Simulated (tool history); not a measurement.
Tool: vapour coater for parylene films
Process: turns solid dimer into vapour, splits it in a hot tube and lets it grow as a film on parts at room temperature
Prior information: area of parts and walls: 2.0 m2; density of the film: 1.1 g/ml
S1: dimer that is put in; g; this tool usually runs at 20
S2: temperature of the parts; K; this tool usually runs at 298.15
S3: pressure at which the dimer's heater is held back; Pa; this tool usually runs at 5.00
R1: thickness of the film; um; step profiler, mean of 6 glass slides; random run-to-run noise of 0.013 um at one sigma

run	day	S1	S2	S3	R1
1	0.000	20	298.15	5.00	6.53
2	1.025	20	298.15	5.00	6.53
3	1.921	20	298.15	5.00	6.54
4	2.692	29	298.15	5.00	9.48
5	3.888	29	298.15	5.00	9.45
6	4.679	20	298.15	7.43	6.36
7	5.725	20	298.15	7.43	6.34
8	6.850	20	298.15	5.00	6.51
9	8.004	20	298.15	5.00	6.49
10	9.217	20	298.15	5.00	6.51
11	10.042	17	298.15	5.00	5.52
12	11.008	17	298.15	5.00	5.50
13	11.817	17	298.15	5.00	5.50
14	13.112	17	298.15	5.00	5.50
15	14.221	17	298.15	5.00	5.50
# day 15.146: trap's valve overhauled
16	15.408	17	298.15	5.00	5.84
17	15.946	17	298.15	5.00	5.82
18	17.129	17	298.15	5.00	5.80
19	18.317	17	298.15	5.00	5.80
20	19.329	17	298.15	5.00	5.79
21	20.242	17	298.15	5.00	5.79
22	21.450	24	298.15	5.00	8.16
23	22.000	24	298.15	5.00	8.17
24	22.833	24	298.15	5.00	8.13
25	23.604	24	298.15	5.00	8.14
26	24.296	24	298.15	5.00	8.16
27	25.542	9	298.15	5.00	3.05
28	26.100	20	298.15	6.74	6.66

Forecast run 29:
29	27.004	21	304.15	5.00	?

{"run 29": {"R1": 5.99}}
With the hidden condition absent and the run-to-run variation left alone, this run would have shown R1 6.01 um.
